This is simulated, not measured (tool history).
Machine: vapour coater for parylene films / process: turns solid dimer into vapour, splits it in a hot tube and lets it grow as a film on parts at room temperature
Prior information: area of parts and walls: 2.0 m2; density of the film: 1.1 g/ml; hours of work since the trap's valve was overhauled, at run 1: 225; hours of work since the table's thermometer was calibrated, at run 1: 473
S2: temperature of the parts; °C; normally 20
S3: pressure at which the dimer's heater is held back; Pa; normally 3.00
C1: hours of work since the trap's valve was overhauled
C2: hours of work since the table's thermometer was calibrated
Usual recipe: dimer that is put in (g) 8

run 1 day=0.000 | dimer_that_is_put_in_(g)=8 S2=20 S3=3.00 | C1=225 C2=473 | thickness_of_the_film_(µm)=2.29
run 2 day=1.017 | dimer_that_is_put_in_(g)=8 S2=20 S3=3.00 | C1=240 C2=488 | thickness_of_the_film_(µm)=2.28
run 3 day=2.200 | dimer_that_is_put_in_(g)=8 S2=20 S3=3.00 | C1=257 C2=505 | thickness_of_the_film_(µm)=2.29
run 4 day=2.875 | dimer_that_is_put_in_(g)=8 S2=20 S3=3.00 | C1=267 C2=515 | thickness_of_the_film_(µm)=2.25
run 5 day=3.404 | dimer_that_is_put_in_(g)=8 S2=20 S3=3.00 | C1=275 C2=523 | thickness_of_the_film_(µm)=2.28
run 6 day=4.258 | dimer_that_is_put_in_(g)=8 S2=20 S3=3.00 | C1=287 C2=535 | thickness_of_the_film_(µm)=2.26
run 7 day=5.017 | dimer_that_is_put_in_(g)=8 S2=20 S3=3.00 | C1=298 C2=546 | thickness_of_the_film_(µm)=2.24
run 8 day=5.762 | dimer_that_is_put_in_(g)=8 S2=20 S3=3.00 | C1=309 C2=557 | thickness_of_the_film_(µm)=2.23
run 9 day=6.908 | dimer_that_is_put_in_(g)=8 S2=20 S3=3.00 | C1=326 C2=574 | thickness_of_the_film_(µm)=2.23
run 10 day=7.583 | dimer_that_is_put_in_(g)=8 S2=23 S3=3.00 | C1=336 C2=584 | thickness_of_the_film_(µm)=1.96
run 11 day=8.438 | dimer_that_is_put_in_(g)=8 S2=23 S3=3.00 | C1=348 C2=596 | thickness_of_the_film_(µm)=1.92
run 12 day=9.696 | dimer_that_is_put_in_(g)=8 S2=23 S3=3.00 | C1=366 C2=614 | thickness_of_the_film_(µm)=1.95
run 13 day=10.329 | dimer_that_is_put_in_(g)=8 S2=23 S3=3.00 | C1=376 C2=624 | thickness_of_the_film_(µm)=1.91
run 14 day=11.433 | dimer_that_is_put_in_(g)=8 S2=20 S3=3.29 | C1=392 C2=640 | thickness_of_the_film_(µm)=2.19
run 15 day=12.242 | dimer_that_is_put_in_(g)=3 S2=17 S3=3.40 | C1=404 C2=651 | thickness_of_the_film_(µm)=0.92
-- day=12.525 trap's valve overhauled
run 16 day=13.254 | dimer_that_is_put_in_(g)=3 S2=17 S3=3.40 | C1=11 C2=664 | thickness_of_the_film_(µm)=0.90
run 17 day=14.479 | dimer_that_is_put_in_(g)=3 S2=28 S3=3.66 | C1=28 C2=682 | thickness_of_the_film_(µm)=0.54
-- day=15.504 trap's valve overhauled, once more
run 18 day=15.767 | dimer_that_is_put_in_(g)=3 S2=28 S3=3.66 | C1=4 C2=698 | thickness_of_the_film_(µm)=0.62
run 19 day=16.771 | dimer_that_is_put_in_(g)=5 S2=13 S3=2.22 | C1=18 C2=713 | thickness_of_the_film_(µm)=2.18
run 20 day=17.879 | dimer_that_is_put_in_(g)=12 S2=32 S3=2.47 | C1=35 C2=729 | thickness_of_the_film_(µm)=2.18
run 21 day=18.908 | dimer_that_is_put_in_(g)=9 S2=18 S3=2.47 | C1=50 C2=744 | thickness_of_the_film_(µm)=3.05
run 22 day=19.458 | dimer_that_is_put_in_(g)=9 S2=18 S3=2.47 | C1=58 C2=752 | thickness_of_the_film_(µm)=3.07
run 23 day=20.588 | dimer_that_is_put_in_(g)=8 S2=18 S3=2.47 | C1=74 C2=768 | thickness_of_the_film_(µm)=2.71
run 24 day=21.283 | dimer_that_is_put_in_(g)=5 S2=15 S3=10.64 | C1=84 C2=778 | thickness_of_the_film_(µm)=1.74
run 25 day=22.517 | dimer_that_is_put_in_(g)=7 S2=18 S3=2.39 | C1=102 C2=796 | thickness_of_the_film_(µm)=2.34
run 26 day=23.075 | dimer_that_is_put_in_(g)=7 S2=18 S3=2.39 | C1=110 C2=804 | thickness_of_the_film_(µm)=2.34
run 27 day=23.971 | dimer_that_is_put_in_(g)=4 S2=20 S3=3.42 | C1=123 C2=817 | thickness_of_the_film_(µm)=1.18

Alternative continuations, all from the tool just after run 27; predict every row:
run A day=24.612 | dimer_that_is_put_in_(g)=7 S2=13 S3=7.88 | C1=133 C2=827 | thickness_of_the_film_(µm)=?
run B day=24.612 | dimer_that_is_put_in_(g)=5 S2=12 S3=5.97 | C1=133 C2=827 | thickness_of_the_film_(µm)=?
run C day=24.612 | dimer_that_is_put_in_(g)=4 S2=20 S3=3.44 | C1=133 C2=827 | thickness_of_the_film_(µm)=?
run D day=24.612 | dimer_that_is_put_in_(g)=4 S2=20 S3=11.31 | C1=133 C2=827 | thickness_of_the_film_(µm)=?

run=A thickness_of_the_film_(µm)=2.69
run=B thickness_of_the_film_(µm)=2.01
run=C thickness_of_the_film_(µm)=1.20
run=D thickness_of_the_film_(µm)=1.08
Had the tool no hidden state, the same runs would have come out as:
run=A thickness_of_the_film_(µm)=2.78
run=B thickness_of_the_film_(µm)=2.08
run=C thickness_of_the_film_(µm)=1.24
run=D thickness_of_the_film_(µm)=1.12

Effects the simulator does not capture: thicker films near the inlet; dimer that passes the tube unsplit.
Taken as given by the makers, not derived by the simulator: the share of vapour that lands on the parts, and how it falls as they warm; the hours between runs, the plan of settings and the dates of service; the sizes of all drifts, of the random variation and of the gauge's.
